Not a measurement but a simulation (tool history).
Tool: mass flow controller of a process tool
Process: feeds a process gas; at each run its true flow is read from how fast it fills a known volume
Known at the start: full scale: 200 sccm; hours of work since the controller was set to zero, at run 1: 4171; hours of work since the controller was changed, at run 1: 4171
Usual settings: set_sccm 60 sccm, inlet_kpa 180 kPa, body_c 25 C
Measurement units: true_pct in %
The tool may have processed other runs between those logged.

run	hour	set_sccm	inlet_kpa	body_c	hours of work since the controller was set to zero	hours of work since the controller was changed	true_pct
1	0.0	60	180	25	4171	4171	100.96
2	181.6	60	180	25	4276	4276	101.12
3	310.7	60	180	25	4351	4351	100.98
4	405.6	60	180	25	4406	4406	101.05
5	570.2	60	180	25	4501	4501	101.16
6	662.9	60	180	25	4554	4554	101.15
7	815.4	60	180	25	4643	4643	101.20
8	969.0	60	180	25	4731	4731	101.35
9	1086.2	60	180	25	4799	4799	101.34
10	1190.5	60	180	25	4859	4859	101.27
11	1299.7	60	180	25	4922	4922	101.33
12	1470.8	60	176	25	5021	5021	101.48
13	1551.6	60	180	25	5068	5068	101.50
14	1701.5	60	180	25	5154	5154	101.53
15	1883.3	87	153	25	5260	5260	101.36
16	2026.7	138	180	39	5342	5342	99.42
17	2118.5	68	180	21	5395	5395	101.88
18	2193.0	176	180	25	5438	5438	101.17
19	2329.1	176	180	25	5517	5517	101.05
20	2512.2	176	180	25	5623	5623	101.17
21	2638.4	176	180	38	5696	5696	99.85
22	2722.0	30	181	24	5744	5744	104.13
23	2822.1	28	191	25	5802	5802	104.43
24	2922.8	28	191	25	5860	5860	104.52
25	3076.3	39	158	27	5949	5949	103.03
26	3185.1	22	180	25	6012	6012	106.33
27	3283.7	22	180	25	6069	6069	106.24
28	3426.3	146	180	25	6151	6151	101.13

4 ways to go on from here, each from the tool as it stands after run 28. What would each give?
A	3605.7	60	163	25	6255	6255	?
B	3605.7	60	211	26	6255	6255	?
C	3605.7	92	180	25	6255	6255	?
D	3605.7	79	160	24	6255	6255	?

run	true_pct
A	102.18
B	101.71
C	101.25
D	101.89
The same runs, with their run-to-run variation unchanged, on a tool lacking any hidden condition would have given:
run	true_pct
A	99.02
B	98.55
C	99.05
D	99.40
